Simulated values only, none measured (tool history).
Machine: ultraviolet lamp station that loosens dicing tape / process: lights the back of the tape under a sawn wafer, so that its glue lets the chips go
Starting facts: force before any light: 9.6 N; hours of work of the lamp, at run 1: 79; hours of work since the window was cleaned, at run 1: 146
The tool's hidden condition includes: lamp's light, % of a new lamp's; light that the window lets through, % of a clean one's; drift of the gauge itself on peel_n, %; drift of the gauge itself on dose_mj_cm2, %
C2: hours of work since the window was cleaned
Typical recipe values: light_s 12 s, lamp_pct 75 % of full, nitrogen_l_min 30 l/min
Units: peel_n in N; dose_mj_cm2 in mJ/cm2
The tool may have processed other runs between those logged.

Run 1, hour 0.0: usual settings; hours of work of the lamp 79; C2 146. Result: peel_n 0.374 N, dose_mj_cm2 316 mJ/cm2.
Run 2, hour 15.0: usual settings but nitrogen_l_min 36 l/min; hours of work of the lamp 90; C2 157. Result: peel_n 0.297 N, dose_mj_cm2 318 mJ/cm2.
Run 3, hour 28.3: usual settings; hours of work of the lamp 100; C2 167. Result: peel_n 0.389 N, dose_mj_cm2 313 mJ/cm2.
Run 4, hour 43.9: usual settings; hours of work of the lamp 111; C2 179. Result: peel_n 0.372 N, dose_mj_cm2 319 mJ/cm2.
Run 5, hour 56.9: usual settings; hours of work of the lamp 121; C2 188. Result: peel_n 0.399 N, dose_mj_cm2 317 mJ/cm2.
Run 6, hour 72.4: usual settings but nitrogen_l_min 14 l/min; hours of work of the lamp 132; C2 199. Result: peel_n 0.861 N, dose_mj_cm2 312 mJ/cm2.
Run 7, hour 87.6: usual settings but nitrogen_l_min 14 l/min; hours of work of the lamp 143; C2 211. Result: peel_n 0.857 N, dose_mj_cm2 315 mJ/cm2.
Run 8, hour 104.4: usual settings but nitrogen_l_min 43 l/min; hours of work of the lamp 156; C2 223. Result: peel_n 0.284 N, dose_mj_cm2 312 mJ/cm2.
Run 9, hour 118.6: usual settings but nitrogen_l_min 43 l/min; hours of work of the lamp 166; C2 233. Result: peel_n 0.275 N, dose_mj_cm2 308 mJ/cm2.
Run 10, hour 128.5: usual settings but light_s 21 s, nitrogen_l_min 43 l/min; hours of work of the lamp 173; C2 240. Result: peel_n 0.100 N, dose_mj_cm2 537 mJ/cm2.
Run 11, hour 144.1: usual settings; hours of work of the lamp 185; C2 252. Result: peel_n 0.406 N, dose_mj_cm2 308 mJ/cm2.
Run 12, hour 155.0: usual settings; hours of work of the lamp 193; C2 260. Result: peel_n 0.406 N, dose_mj_cm2 308 mJ/cm2.
Run 13, hour 163.2: usual settings; hours of work of the lamp 199; C2 266. Result: peel_n 0.407 N, dose_mj_cm2 307 mJ/cm2.
Run 14, hour 170.8: usual settings but nitrogen_l_min 18 l/min; hours of work of the lamp 204; C2 271. Result: peel_n 0.714 N, dose_mj_cm2 308 mJ/cm2.
Run 15, hour 187.8: usual settings but nitrogen_l_min 18 l/min; hours of work of the lamp 217; C2 284. Result: peel_n 0.704 N, dose_mj_cm2 299 mJ/cm2.
Run 16, hour 196.6: usual settings but nitrogen_l_min 18 l/min; hours of work of the lamp 223; C2 290. Result: peel_n 0.721 N, dose_mj_cm2 301 mJ/cm2.
Run 17, hour 208.5: usual settings; hours of work of the lamp 232; C2 299. Result: peel_n 0.413 N, dose_mj_cm2 301 mJ/cm2.
Run 18, hour 222.5: usual settings; hours of work of the lamp 242; C2 309. Result: peel_n 0.420 N, dose_mj_cm2 304 mJ/cm2.
Run 19, hour 236.4: usual settings; hours of work of the lamp 252; C2 320. Result: peel_n 0.435 N, dose_mj_cm2 299 mJ/cm2.
Run 20, hour 249.5: usual settings but nitrogen_l_min 23 l/min; hours of work of the lamp 262; C2 329. Result: peel_n 0.584 N, dose_mj_cm2 299 mJ/cm2.
Run 21, hour 262.3: usual settings but lamp_pct 81 % of full; hours of work of the lamp 271; C2 338. Result: peel_n 0.348 N, dose_mj_cm2 324 mJ/cm2.
Run 22, hour 276.7: usual settings but light_s 20 s; hours of work of the lamp 282; C2 349. Result: peel_n 0.136 N, dose_mj_cm2 493 mJ/cm2.
Run 23, hour 294.0: usual settings but light_s 13 s, lamp_pct 94 % of full; hours of work of the lamp 294; C2 362. Result: peel_n 0.189 N, dose_mj_cm2 410 mJ/cm2.
Run 24, hour 311.2: usual settings but light_s 7 s, lamp_pct 94 % of full, nitrogen_l_min 34 l/min; hours of work of the lamp 307; C2 374. Result: peel_n 0.844 N, dose_mj_cm2 217 mJ/cm2.
Run 25, hour 326.5: usual settings but lamp_pct 76 % of full; hours of work of the lamp 318; C2 385. Result: peel_n 0.422 N, dose_mj_cm2 299 mJ/cm2.
Run 26, hour 340.8: usual settings but light_s 6 s, lamp_pct 66 % of full, nitrogen_l_min 56 l/min; hours of work of the lamp 329; C2 396. Result: peel_n 1.621 N, dose_mj_cm2 129 mJ/cm2.
Run 27, hour 359.0: usual settings but light_s 6 s, lamp_pct 66 % of full, nitrogen_l_min 56 l/min; hours of work of the lamp 342; C2 409. Result: peel_n 1.692 N, dose_mj_cm2 132 mJ/cm2.
Run 28, hour 374.3: usual settings but light_s 13 s, nitrogen_l_min 22 l/min; hours of work of the lamp 353; C2 421. Result: peel_n 0.505 N, dose_mj_cm2 316 mJ/cm2.
Run 29, hour 386.5: usual settings but light_s 13 s, lamp_pct 64 % of full, nitrogen_l_min 21 l/min; hours of work of the lamp 362; C2 429. Result: peel_n 0.822 N, dose_mj_cm2 269 mJ/cm2.
Run 30, hour 397.4: usual settings but light_s 21 s, lamp_pct 83 % of full, nitrogen_l_min 18 l/min; hours of work of the lamp 370; C2 437. Result: peel_n 0.165 N, dose_mj_cm2 563 mJ/cm2.
Run 31, hour 408.7: usual settings but light_s 14 s, lamp_pct 83 % of full, nitrogen_l_min 18 l/min; hours of work of the lamp 378; C2 446. Result: peel_n 0.413 N, dose_mj_cm2 378 mJ/cm2.
Run 32, hour 421.8: usual settings but light_s 19 s, lamp_pct 81 % of full, nitrogen_l_min 11 l/min; hours of work of the lamp 388; C2 455. Result: peel_n 0.374 N, dose_mj_cm2 494 mJ/cm2.
Run 33, hour 439.2: usual settings but light_s 19 s, lamp_pct 86 % of full, nitrogen_l_min 11 l/min; hours of work of the lamp 401; C2 468. Result: peel_n 0.313 N, dose_mj_cm2 528 mJ/cm2.
Run 34, hour 451.5: usual settings but light_s 19 s, lamp_pct 65 % of full, nitrogen_l_min 10 l/min; hours of work of the lamp 410; C2 477. Result: peel_n 0.735 N, dose_mj_cm2 391 mJ/cm2.
Run 35, hour 459.9: usual settings but light_s 23 s, nitrogen_l_min 42 l/min; hours of work of the lamp 416; C2 483. Result: peel_n 0.107 N, dose_mj_cm2 548 mJ/cm2.
Run 36, hour 467.7: usual settings but light_s 23 s, nitrogen_l_min 42 l/min; hours of work of the lamp 422; C2 489. Result: peel_n 0.097 N, dose_mj_cm2 549 mJ/cm2.
Run 37, hour 475.2: usual settings but light_s 23 s, nitrogen_l_min 42 l/min; hours of work of the lamp 427; C2 494. Result: peel_n 0.104 N, dose_mj_cm2 549 mJ/cm2.
Run 38, hour 488.5: usual settings but light_s 23 s, nitrogen_l_min 42 l/min; hours of work of the lamp 437; C2 504. Result: peel_n 0.109 N, dose_mj_cm2 543 mJ/cm2.
Run 39, hour 505.5: usual settings but light_s 23 s, nitrogen_l_min 42 l/min; hours of work of the lamp 449; C2 517. Result: peel_n 0.105 N, dose_mj_cm2 542 mJ/cm2.
Run 40, hour 517.2: usual settings but light_s 23 s, nitrogen_l_min 42 l/min; hours of work of the lamp 458; C2 525. Result: peel_n 0.104 N, dose_mj_cm2 548 mJ/cm2.
Run 41, hour 534.3: usual settings but light_s 10 s, nitrogen_l_min 57 l/min; hours of work of the lamp 470; C2 538. Result: peel_n 0.463 N, dose_mj_cm2 234 mJ/cm2.
Run 42, hour 549.4: usual settings but light_s 15 s, lamp_pct 65 % of full, nitrogen_l_min 59 l/min; hours of work of the lamp 482; C2 549. Result: peel_n 0.222 N, dose_mj_cm2 304 mJ/cm2.
At hour 560.3: window cleaned of glue's vapour.
Run 43, hour 562.1: usual settings but light_s 15 s, lamp_pct 65 % of full, nitrogen_l_min 59 l/min; hours of work of the lamp 490; C2 1. Result: peel_n 0.192 N, dose_mj_cm2 321 mJ/cm2.

What if the next run were any one of these 3? Each begins from the tool's condition after run 43:
Run A, hour 574.1: usual settings but light_s 15 s, nitrogen_l_min 22 l/min; hours of work of the lamp 499; C2 10. Result: peel_n ?, dose_mj_cm2 ?.
Run B, hour 574.1: usual settings but light_s 15 s, lamp_pct 65 % of full, nitrogen_l_min 55 l/min; hours of work of the lamp 499; C2 10. Result: peel_n ?, dose_mj_cm2 ?.
Run C, hour 574.1: usual settings but nitrogen_l_min 12 l/min; hours of work of the lamp 499; C2 10. Result: peel_n ?, dose_mj_cm2 ?.

run  peel_n  dose_mj_cm2
  A   0.346          371
  B   0.201          324
  C   1.121          298
Without the tool's unlogged condition, the same runs would have read:
run  peel_n  dose_mj_cm2
  A   0.255          417
  B   0.154          364
  C   0.874          334

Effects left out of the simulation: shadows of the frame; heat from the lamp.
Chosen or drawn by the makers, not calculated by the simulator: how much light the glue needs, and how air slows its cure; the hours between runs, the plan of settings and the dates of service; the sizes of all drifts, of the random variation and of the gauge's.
